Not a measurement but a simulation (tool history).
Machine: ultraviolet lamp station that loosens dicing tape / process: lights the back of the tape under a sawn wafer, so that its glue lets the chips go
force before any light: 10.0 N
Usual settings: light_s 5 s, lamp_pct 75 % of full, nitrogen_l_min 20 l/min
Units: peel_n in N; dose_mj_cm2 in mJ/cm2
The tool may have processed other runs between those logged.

run,hour,light_s,lamp_pct,nitrogen_l_min,peel_n,dose_mj_cm2
1,0.0,5,75,20,0.923,214
2,50.4,5,86,20,0.674,243
3,127.9,5,86,20,0.719,242
4,219.8,5,75,20,1.010,199
5,261.7,5,75,20,1.097,196
6,339.9,5,75,8,2.067,191
7,409.4,5,75,8,2.128,182
8,465.9,5,75,8,2.226,185
9,562.0,5,75,8,2.344,175
# hour 569.3: window cleaned of glue's vapour
10,621.4,5,75,20,1.561,164
11,687.1,5,75,20,1.667,158
12,729.0,6,65,10,2.218,157
13,810.2,6,65,10,2.427,158
# hour 829.9: window cleaned of glue's vapour, once more
14,874.1,4,89,20,1.588,167
15,961.4,4,89,20,1.640,159
16,1057.4,4,89,20,1.807,150
17,1102.9,9,75,9,0.920,281
# hour 1136.4: lamp changed
18,1187.4,9,75,9,0.420,406
19,1282.4,8,79,20,0.316,365
20,1347.9,8,61,15,0.658,272
21,1423.7,8,61,15,0.675,266

Forecast each of these 3 alternatives for the next run:
A,1515.7,5,61,35,?,?
B,1515.7,6,77,26,?,?
C,1515.7,5,75,7,?,?

run,peel_n,dose_mj_cm2
A,1.199,160
B,0.575,246
C,2.025,197
Stripped of hidden state, with their random variation kept, the same runs would have yielded:
run,peel_n,dose_mj_cm2
A,0.810,194
B,0.380,298
C,1.482,239

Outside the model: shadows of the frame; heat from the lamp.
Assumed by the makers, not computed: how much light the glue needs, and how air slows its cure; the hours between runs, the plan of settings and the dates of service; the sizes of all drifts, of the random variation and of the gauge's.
